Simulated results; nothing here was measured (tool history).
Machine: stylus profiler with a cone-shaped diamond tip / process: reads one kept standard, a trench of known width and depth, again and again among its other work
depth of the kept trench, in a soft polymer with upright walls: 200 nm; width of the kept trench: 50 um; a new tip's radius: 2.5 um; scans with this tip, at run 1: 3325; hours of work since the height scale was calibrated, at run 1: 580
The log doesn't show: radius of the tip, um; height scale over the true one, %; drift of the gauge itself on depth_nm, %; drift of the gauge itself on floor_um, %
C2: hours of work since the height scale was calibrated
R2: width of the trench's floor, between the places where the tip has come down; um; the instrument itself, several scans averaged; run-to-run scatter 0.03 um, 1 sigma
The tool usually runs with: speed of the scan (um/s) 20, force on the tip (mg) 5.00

{"run": 1, "hour": 0.0, "speed of the scan (um/s)": 20, "force on the tip (mg)": 5.0, "scans with this tip": 3325, "C2": 580, "depth of the trench (nm)": 202.64, "R2": 47.88}
{"run": 2, "hour": 40.7, "speed of the scan (um/s)": 20, "force on the tip (mg)": 11.85, "scans with this tip": 3438, "C2": 600, "depth of the trench (nm)": 204.89, "R2": 47.87}
{"run": 3, "hour": 104.6, "speed of the scan (um/s)": 20, "force on the tip (mg)": 9.56, "scans with this tip": 3615, "C2": 631, "depth of the trench (nm)": 204.19, "R2": 47.84}
{"run": 4, "hour": 159.9, "speed of the scan (um/s)": 20, "force on the tip (mg)": 9.56, "scans with this tip": 3768, "C2": 657, "depth of the trench (nm)": 204.1, "R2": 47.85}
{"run": 5, "hour": 215.2, "speed of the scan (um/s)": 20, "force on the tip (mg)": 9.56, "scans with this tip": 3921, "C2": 684, "depth of the trench (nm)": 204.11, "R2": 47.88}
{"run": 6, "hour": 256.1, "speed of the scan (um/s)": 20, "force on the tip (mg)": 9.56, "scans with this tip": 4034, "C2": 704, "depth of the trench (nm)": 204.06, "R2": 47.86}
{"run": 7, "hour": 319.1, "speed of the scan (um/s)": 20, "force on the tip (mg)": 7.25, "scans with this tip": 4208, "C2": 734, "depth of the trench (nm)": 203.29, "R2": 47.87}
{"run": 8, "hour": 380.3, "speed of the scan (um/s)": 20, "force on the tip (mg)": 7.25, "scans with this tip": 4378, "C2": 764, "depth of the trench (nm)": 203.27, "R2": 47.84}
{"run": 9, "hour": 441.3, "speed of the scan (um/s)": 11, "force on the tip (mg)": 5.41, "scans with this tip": 4547, "C2": 793, "depth of the trench (nm)": 202.61, "R2": 47.88}
{"run": 10, "hour": 481.2, "speed of the scan (um/s)": 20, "force on the tip (mg)": 4.01, "scans with this tip": 4657, "C2": 812, "depth of the trench (nm)": 202.03, "R2": 47.79}
{"run": 11, "hour": 528.4, "speed of the scan (um/s)": 28, "force on the tip (mg)": 3.05, "scans with this tip": 4787, "C2": 835, "depth of the trench (nm)": 201.67, "R2": 47.79}
{"run": 12, "hour": 590.3, "speed of the scan (um/s)": 47, "force on the tip (mg)": 5.81, "scans with this tip": 4959, "C2": 865, "depth of the trench (nm)": 202.7, "R2": 47.75}
{"run": 13, "hour": 633.5, "speed of the scan (um/s)": 11, "force on the tip (mg)": 12.85, "scans with this tip": 5078, "C2": 886, "depth of the trench (nm)": 204.99, "R2": 47.84}
{"run": 14, "hour": 698.3, "speed of the scan (um/s)": 27, "force on the tip (mg)": 8.76, "scans with this tip": 5258, "C2": 917, "depth of the trench (nm)": 203.77, "R2": 47.75}

Below are 5 alternative next runs, each starting from the tool's condition after run 14. Predict each:
{"run": "A", "hour": 738.6, "speed of the scan (um/s)": 33, "force on the tip (mg)": 2.34, "scans with this tip": 5369, "C2": 937, "depth of the trench (nm)": "?", "R2": "?"}
{"run": "B", "hour": 738.6, "speed of the scan (um/s)": 20, "force on the tip (mg)": 2.41, "scans with this tip": 5369, "C2": 937, "depth of the trench (nm)": "?", "R2": "?"}
{"run": "C", "hour": 738.6, "speed of the scan (um/s)": 20, "force on the tip (mg)": 7.88, "scans with this tip": 5369, "C2": 937, "depth of the trench (nm)": "?", "R2": "?"}
{"run": "D", "hour": 738.6, "speed of the scan (um/s)": 17, "force on the tip (mg)": 2.95, "scans with this tip": 5369, "C2": 937, "depth of the trench (nm)": "?", "R2": "?"}
{"run": "E", "hour": 738.6, "speed of the scan (um/s)": 27, "force on the tip (mg)": 1.73, "scans with this tip": 5369, "C2": 937, "depth of the trench (nm)": "?", "R2": "?"}

run=A depth_of_the_trench_(nm)=201.14 R2=47.73
run=B depth_of_the_trench_(nm)=201.22 R2=47.74
run=C depth_of_the_trench_(nm)=203.45 R2=47.82
run=D depth_of_the_trench_(nm)=201.54 R2=47.81
run=E depth_of_the_trench_(nm)=200.87 R2=47.79
Take away the tool's hidden state, keep each run's random variation, and the runs would have read:
run=A depth_of_the_trench_(nm)=201.71 R2=47.94
run=B depth_of_the_trench_(nm)=201.78 R2=47.95
run=C depth_of_the_trench_(nm)=204.02 R2=48.03
run=D depth_of_the_trench_(nm)=202.11 R2=48.02
run=E depth_of_the_trench_(nm)=201.43 R2=48.00
